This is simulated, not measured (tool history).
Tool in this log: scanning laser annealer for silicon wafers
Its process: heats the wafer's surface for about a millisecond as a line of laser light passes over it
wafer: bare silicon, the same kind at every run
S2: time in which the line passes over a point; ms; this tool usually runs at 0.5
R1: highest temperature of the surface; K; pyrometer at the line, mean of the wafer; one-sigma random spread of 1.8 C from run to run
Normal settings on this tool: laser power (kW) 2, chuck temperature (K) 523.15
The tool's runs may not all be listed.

{"run": 1, "hour": 0.0, "laser power (kW)": 2, "S2": 0.5, "chuck temperature (K)": 523.15, "R1": 1306.15}
{"run": 2, "hour": 25.1, "laser power (kW)": 2, "S2": 0.5, "chuck temperature (K)": 551.15, "R1": 1331.15}
{"run": 3, "hour": 44.3, "laser power (kW)": 1.74, "S2": 0.5, "chuck temperature (K)": 551.15, "R1": 1207.15}
{"run": 4, "hour": 94.5, "laser power (kW)": 2, "S2": 0.5, "chuck temperature (K)": 521.15, "R1": 1284.15}
{"run": 5, "hour": 120.6, "laser power (kW)": 2, "S2": 0.5, "chuck temperature (K)": 521.15, "R1": 1285.15}
{"run": 6, "hour": 156.4, "laser power (kW)": 2, "S2": 0.5, "chuck temperature (K)": 521.15, "R1": 1284.15}
{"run": 7, "hour": 178.6, "laser power (kW)": 1.997, "S2": 0.5, "chuck temperature (K)": 521.15, "R1": 1282.15}
{"run": 8, "hour": 210.3, "laser power (kW)": 1.997, "S2": 0.5, "chuck temperature (K)": 521.15, "R1": 1284.15}
{"run": 9, "hour": 246.0, "laser power (kW)": 1.997, "S2": 0.5, "chuck temperature (K)": 521.15, "R1": 1279.15}
{"run": 10, "hour": 275.6, "laser power (kW)": 2, "S2": 0.525, "chuck temperature (K)": 523.15, "R1": 1297.15}
{"run": 11, "hour": 321.5, "laser power (kW)": 2, "S2": 0.5, "chuck temperature (K)": 516.15, "R1": 1305.15}
{"run": 12, "hour": 353.3, "laser power (kW)": 2, "S2": 0.5, "chuck temperature (K)": 516.15, "R1": 1300.15}
{"run": 13, "hour": 378.0, "laser power (kW)": 2, "S2": 0.493, "chuck temperature (K)": 523.15, "R1": 1303.15}
{"run": 14, "hour": 412.5, "laser power (kW)": 2, "S2": 0.493, "chuck temperature (K)": 523.15, "R1": 1304.15}
{"run": 15, "hour": 435.4, "laser power (kW)": 2, "S2": 0.493, "chuck temperature (K)": 523.15, "R1": 1302.15}
{"run": 16, "hour": 462.5, "laser power (kW)": 2, "S2": 0.534, "chuck temperature (K)": 523.15, "R1": 1326.15}
{"run": 17, "hour": 482.9, "laser power (kW)": 2, "S2": 0.459, "chuck temperature (K)": 523.15, "R1": 1277.15}
{"run": 18, "hour": 514.6, "laser power (kW)": 2, "S2": 0.379, "chuck temperature (K)": 523.15, "R1": 1215.15}
{"run": 19, "hour": 560.6, "laser power (kW)": 2, "S2": 0.379, "chuck temperature (K)": 523.15, "R1": 1214.15}
{"run": 20, "hour": 601.9, "laser power (kW)": 2, "S2": 0.379, "chuck temperature (K)": 523.15, "R1": 1211.15}
{"run": 21, "hour": 631.7, "laser power (kW)": 2, "S2": 0.566, "chuck temperature (K)": 523.15, "R1": 1342.15}
{"run": 22, "hour": 658.3, "laser power (kW)": 2, "S2": 0.566, "chuck temperature (K)": 523.15, "R1": 1374.15}
{"run": 23, "hour": 690.3, "laser power (kW)": 2, "S2": 0.566, "chuck temperature (K)": 523.15, "R1": 1373.15}
{"run": 24, "hour": 735.2, "laser power (kW)": 2, "S2": 0.566, "chuck temperature (K)": 523.15, "R1": 1369.15}
{"run": 25, "hour": 766.3, "laser power (kW)": 2, "S2": 0.566, "chuck temperature (K)": 523.15, "R1": 1369.15}
{"run": 26, "hour": 803.7, "laser power (kW)": 2, "S2": 0.398, "chuck temperature (K)": 489.15, "R1": 1215.15}
{"run": 27, "hour": 835.4, "laser power (kW)": 2, "S2": 0.398, "chuck temperature (K)": 489.15, "R1": 1214.15}
{"run": 28, "hour": 879.1, "laser power (kW)": 2, "S2": 0.398, "chuck temperature (K)": 489.15, "R1": 1214.15}
{"run": 29, "hour": 921.6, "laser power (kW)": 2, "S2": 0.398, "chuck temperature (K)": 489.15, "R1": 1209.15}
{"run": 30, "hour": 946.9, "laser power (kW)": 1.785, "S2": 0.367, "chuck temperature (K)": 529.15, "R1": 1134.15}
{"run": 31, "hour": 984.5, "laser power (kW)": 2.158, "S2": 0.5, "chuck temperature (K)": 498.15, "R1": 1372.15}
{"run": 32, "hour": 1023.9, "laser power (kW)": 2.091, "S2": 0.522, "chuck temperature (K)": 483.15, "R1": 1339.15}
{"run": 33, "hour": 1065.8, "laser power (kW)": 2.091, "S2": 0.522, "chuck temperature (K)": 483.15, "R1": 1336.15}
{"run": 34, "hour": 1095.6, "laser power (kW)": 2.091, "S2": 0.522, "chuck temperature (K)": 483.15, "R1": 1334.15}
{"run": 35, "hour": 1140.6, "laser power (kW)": 2.026, "S2": 0.429, "chuck temperature (K)": 549.15, "R1": 1300.15}
{"run": 36, "hour": 1186.5, "laser power (kW)": 2.026, "S2": 0.506, "chuck temperature (K)": 549.15, "R1": 1353.15}
{"run": 37, "hour": 1229.6, "laser power (kW)": 2, "S2": 0.581, "chuck temperature (K)": 523.15, "R1": 1362.15}
{"run": 38, "hour": 1249.5, "laser power (kW)": 2, "S2": 0.581, "chuck temperature (K)": 523.15, "R1": 1356.15}
{"run": 39, "hour": 1281.1, "laser power (kW)": 1.889, "S2": 0.618, "chuck temperature (K)": 523.15, "R1": 1321.15}
{"run": 40, "hour": 1306.6, "laser power (kW)": 1.889, "S2": 0.618, "chuck temperature (K)": 523.15, "R1": 1320.15}
{"run": 41, "hour": 1352.1, "laser power (kW)": 1.928, "S2": 0.507, "chuck temperature (K)": 487.15, "R1": 1236.15}

Put back what was entered between runs (3 entries, withheld): which listed runs does each sit between, and how does the hidden state differ from the listed run before to the listed run after?
Runs 3 to 4: optics aligned, line set to its width (hour 53.7)
  light that passes the window, % of a clean one's: 98.42 -> 98.29; laser's true power over the reading, %: -0.89 -> -0.91; width of the line over the set one, %: 2.98 -> 4.9
  difference, measured minus the result without the unlogged condition, R1: -37 -> -56 K
Runs 10 to 11: optics aligned, line set to its width, once more (hour 315)
  light that passes the window, % of a clean one's: 97.78 -> 97.68; laser's true power over the reading, %: -1 -> -1.02; width of the line over the set one, %: 5.12 -> 0.04
  difference, measured minus the result without the unlogged condition, R1: -65 -> -33 K
Runs 21 to 22: window over the wafer cleaned (hour 658.3)
  light that passes the window, % of a clean one's: 96.82 -> 99.96; laser's true power over the reading, %: -1.17 -> -1.18; width of the line over the set one, %: 0.42 -> 0.45
  difference, measured minus the result without the unlogged condition, R1: -49 -> -16 K

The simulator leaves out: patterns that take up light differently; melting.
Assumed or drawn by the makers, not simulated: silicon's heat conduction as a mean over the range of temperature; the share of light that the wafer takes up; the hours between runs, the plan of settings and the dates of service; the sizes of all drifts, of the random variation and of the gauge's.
